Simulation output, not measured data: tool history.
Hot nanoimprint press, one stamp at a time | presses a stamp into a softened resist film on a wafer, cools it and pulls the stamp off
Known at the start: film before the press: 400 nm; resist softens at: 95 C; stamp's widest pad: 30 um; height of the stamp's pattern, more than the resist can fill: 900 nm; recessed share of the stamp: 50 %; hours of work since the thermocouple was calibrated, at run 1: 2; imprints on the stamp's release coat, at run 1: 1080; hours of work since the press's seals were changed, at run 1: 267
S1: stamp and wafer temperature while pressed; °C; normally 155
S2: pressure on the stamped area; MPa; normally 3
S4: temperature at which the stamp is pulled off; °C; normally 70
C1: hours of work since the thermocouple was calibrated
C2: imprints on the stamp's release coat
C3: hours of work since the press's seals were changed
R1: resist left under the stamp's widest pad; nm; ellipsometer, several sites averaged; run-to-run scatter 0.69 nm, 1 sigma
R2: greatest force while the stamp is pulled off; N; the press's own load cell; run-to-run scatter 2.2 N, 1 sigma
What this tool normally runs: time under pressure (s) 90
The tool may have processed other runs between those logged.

Run 1, hour 0: usual settings; C1 2; C2 1080; C3 267. Result: R1 213.9 nm, R2 149 N.
Run 2, hour 10.6: usual settings; C1 10; C2 1104; C3 275. Result: R1 214.3 nm, R2 151 N.
Run 3, hour 22: usual settings; C1 18; C2 1131; C3 284. Result: R1 215.5 nm, R2 153 N.
Run 4, hour 30.1: usual settings but S2 2.37 MPa; C1 24; C2 1149; C3 289. Result: R1 240.8 nm, R2 146 N.
Run 5, hour 36.9: usual settings but S2 2.37 MPa; C1 29; C2 1164; C3 294. Result: R1 241.3 nm, R2 151 N.
Run 6, hour 46.7: usual settings but S2 2.37 MPa; C1 36; C2 1187; C3 302. Result: R1 241.2 nm, R2 146 N.
Run 7, hour 56: usual settings; C1 43; C2 1208; C3 308. Result: R1 217.1 nm, R2 148 N.
Run 8, hour 63.5: usual settings; C1 48; C2 1225; C3 314. Result: R1 217.1 nm, R2 144 N.
Run 9, hour 69.5: usual settings; C1 53; C2 1239; C3 318. Result: R1 217.5 nm, R2 148 N.
Run 10, hour 74.3: usual settings; C1 56; C2 1250; C3 322. Result: R1 217.9 nm, R2 144 N.
Run 11, hour 80.6: usual settings; C1 61; C2 1264; C3 327. Result: R1 217.8 nm, R2 148 N.
Run 12, hour 88.8: usual settings; C1 67; C2 1283; C3 333. Result: R1 217.7 nm, R2 148 N.
At hour 96.2: gauge calibrated.
Run 13, hour 98.2: usual settings but S2 3.67 MPa; C1 74; C2 1304; C3 340. Result: R1 194.1 nm, R2 144 N.
Run 14, hour 104.9: usual settings but S1 156 °C, S2 2.42 MPa, time under pressure (s) 63, S4 75 °C; C1 79; C2 1320; C3 344. Result: R1 251.1 nm, R2 133 N.
Run 15, hour 109.7: usual settings but S1 156 °C, S2 2.42 MPa, time under pressure (s) 63, S4 75 °C; C1 82; C2 1331; C3 348. Result: R1 250.6 nm, R2 135 N.
Run 16, hour 120.5: usual settings but S2 4.72 MPa, S4 76 °C; C1 90; C2 1355; C3 356. Result: R1 170.9 nm, R2 135 N.
Run 17, hour 129.1: usual settings but S2 3.91 MPa, time under pressure (s) 71, S4 57 °C; C1 97; C2 1375; C3 362. Result: R1 203.3 nm, R2 181 N.
Run 18, hour 138.4: usual settings but S1 146 °C, S2 4.12 MPa, S4 56 °C; C1 104; C2 1396; C3 369. Result: R1 284.8 nm, R2 184 N.
Run 19, hour 147.9: usual settings but S1 161 °C, S2 4.12 MPa, time under pressure (s) 64, S4 58 °C; C1 111; C2 1418; C3 376. Result: R1 151.4 nm, R2 178 N.
Run 20, hour 158.2: usual settings but S1 161 °C, S2 2.27 MPa, time under pressure (s) 147, S4 69 °C; C1 118; C2 1441; C3 384. Result: R1 156.9 nm, R2 153 N.
Run 21, hour 168.5: usual settings but S1 153 °C, S2 2.55 MPa, time under pressure (s) 88, S4 67 °C; C1 126; C2 1465; C3 391. Result: R1 256.5 nm, R2 158 N.
Run 22, hour 175.8: usual settings but S2 4.21 MPa, time under pressure (s) 65; C1 131; C2 1482; C3 397. Result: R1 203.4 nm, R2 143 N.
Run 23, hour 183.3: usual settings but S1 157 °C, S2 2.81 MPa, time under pressure (s) 65; C1 137; C2 1499; C3 402. Result: R1 227.1 nm, R2 150 N.
Run 24, hour 192.8: usual settings but S1 157 °C, S2 2.81 MPa, time under pressure (s) 65; C1 144; C2 1520; C3 409. Result: R1 225.7 nm, R2 147 N.
Run 25, hour 198.6: usual settings but S1 157 °C, S2 2.81 MPa, time under pressure (s) 65; C1 148; C2 1534; C3 413. Result: R1 226.5 nm, R2 141 N.
Run 26, hour 203.9: usual settings but S1 157 °C, S2 2.81 MPa, time under pressure (s) 65; C1 152; C2 1546; C3 417. Result: R1 227.6 nm, R2 154 N.

Selected run-to-run steps in R1, each split into two signed amounts: the part the tool would show with no hidden state at all (from settings, incoming material and random variation), and the remainder, which goes to the hidden state together with any gauge scatter not common to the measured and the hidden-state-free results:
Hidden conditions of the tool in this case: true temperature over the reading, C; pressure that arrives at the usual setting, %; grip of the stamp's worn release coat, % over a new coat's; drift of the gauge itself on residual_nm, %; drift of the gauge itself on pull_off_n, %.
Run 12 -> 13: S2 3 -> 3.67, gauge calibrated. R1 -23.6 nm: hidden state -4.1, all else -19.5.
Run 18 -> 19: S1 146 -> 161, time under pressure (s) 90 -> 64, S4 56 -> 58. R1 -133.4 nm: hidden state -0.8, all else -132.6.
Run 20 -> 21: S1 161 -> 153, S2 2.27 -> 2.55, time under pressure (s) 147 -> 88, S4 69 -> 67. R1 +99.6 nm: hidden state +1.9, all else +97.7.

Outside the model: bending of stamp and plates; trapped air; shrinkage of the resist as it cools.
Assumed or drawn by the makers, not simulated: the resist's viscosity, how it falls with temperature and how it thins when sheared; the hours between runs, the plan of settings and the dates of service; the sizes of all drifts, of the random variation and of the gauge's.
